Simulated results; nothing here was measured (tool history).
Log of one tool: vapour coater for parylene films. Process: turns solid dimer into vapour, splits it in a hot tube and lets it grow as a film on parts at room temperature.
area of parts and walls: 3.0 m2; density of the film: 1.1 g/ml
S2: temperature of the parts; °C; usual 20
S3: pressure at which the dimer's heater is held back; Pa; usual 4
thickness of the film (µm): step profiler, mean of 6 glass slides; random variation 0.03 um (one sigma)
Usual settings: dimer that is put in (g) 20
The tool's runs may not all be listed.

run 1 hour=0 | dimer_that_is_put_in_(g)=20 S2=20 S3=4 | thickness_of_the_film_(µm)=3.21
run 2 hour=16.3 | dimer_that_is_put_in_(g)=20 S2=20 S3=4 | thickness_of_the_film_(µm)=3.25
run 3 hour=40.8 | dimer_that_is_put_in_(g)=20 S2=20 S3=4 | thickness_of_the_film_(µm)=3.27
run 4 hour=73.9 | dimer_that_is_put_in_(g)=20 S2=20 S3=7.98 | thickness_of_the_film_(µm)=3.04
run 5 hour=97.5 | dimer_that_is_put_in_(g)=13 S2=20 S3=7.98 | thickness_of_the_film_(µm)=1.96
run 6 hour=119.6 | dimer_that_is_put_in_(g)=20 S2=16 S3=4 | thickness_of_the_film_(µm)=3.82
run 7 hour=138.8 | dimer_that_is_put_in_(g)=20 S2=16 S3=4 | thickness_of_the_film_(µm)=3.89
run 8 hour=161.2 | dimer_that_is_put_in_(g)=20 S2=16 S3=4 | thickness_of_the_film_(µm)=3.85
run 9 hour=191.6 | dimer_that_is_put_in_(g)=20 S2=20 S3=4.47 | thickness_of_the_film_(µm)=3.12
-- hour=204.6 trap's valve overhauled
run 10 hour=222.3 | dimer_that_is_put_in_(g)=12 S2=21 S3=4 | thickness_of_the_film_(µm)=1.92
run 11 hour=242 | dimer_that_is_put_in_(g)=9 S2=16 S3=2.8 | thickness_of_the_film_(µm)=1.9
run 12 hour=256 | dimer_that_is_put_in_(g)=20 S2=22 S3=2.8 | thickness_of_the_film_(µm)=3.22
run 13 hour=270.4 | dimer_that_is_put_in_(g)=20 S2=22 S3=2.8 | thickness_of_the_film_(µm)=3.14
-- hour=273.3 table's thermometer calibrated
run 14 hour=305.5 | dimer_that_is_put_in_(g)=20 S2=22 S3=2.8 | thickness_of_the_film_(µm)=3.2
run 15 hour=323.3 | dimer_that_is_put_in_(g)=16 S2=16 S3=4.73 | thickness_of_the_film_(µm)=3.18
run 16 hour=338.8 | dimer_that_is_put_in_(g)=16 S2=16 S3=4.73 | thickness_of_the_film_(µm)=3.22
run 17 hour=359.5 | dimer_that_is_put_in_(g)=16 S2=16 S3=4.73 | thickness_of_the_film_(µm)=3.18
run 18 hour=392.3 | dimer_that_is_put_in_(g)=16 S2=17 S3=4 | thickness_of_the_film_(µm)=3.07

Forecast each of these 4 alternatives for the next run:
run A hour=413.5 | dimer_that_is_put_in_(g)=16 S2=25 S3=6.42 | thickness_of_the_film_(µm)=?
run B hour=413.5 | dimer_that_is_put_in_(g)=25 S2=18 S3=3.87 | thickness_of_the_film_(µm)=?
run C hour=413.5 | dimer_that_is_put_in_(g)=20 S2=21 S3=4 | thickness_of_the_film_(µm)=?
run D hour=413.5 | dimer_that_is_put_in_(g)=16 S2=31 S3=4 | thickness_of_the_film_(µm)=?

run=A thickness_of_the_film_(µm)=2
run=B thickness_of_the_film_(µm)=4.6
run=C thickness_of_the_film_(µm)=3.22
run=D thickness_of_the_film_(µm)=1.59
Without the tool's hidden state the same runs would have given:
run=A thickness_of_the_film_(µm)=2.06
run=B thickness_of_the_film_(µm)=4.73
run=C thickness_of_the_film_(µm)=3.31
run=D thickness_of_the_film_(µm)=1.64
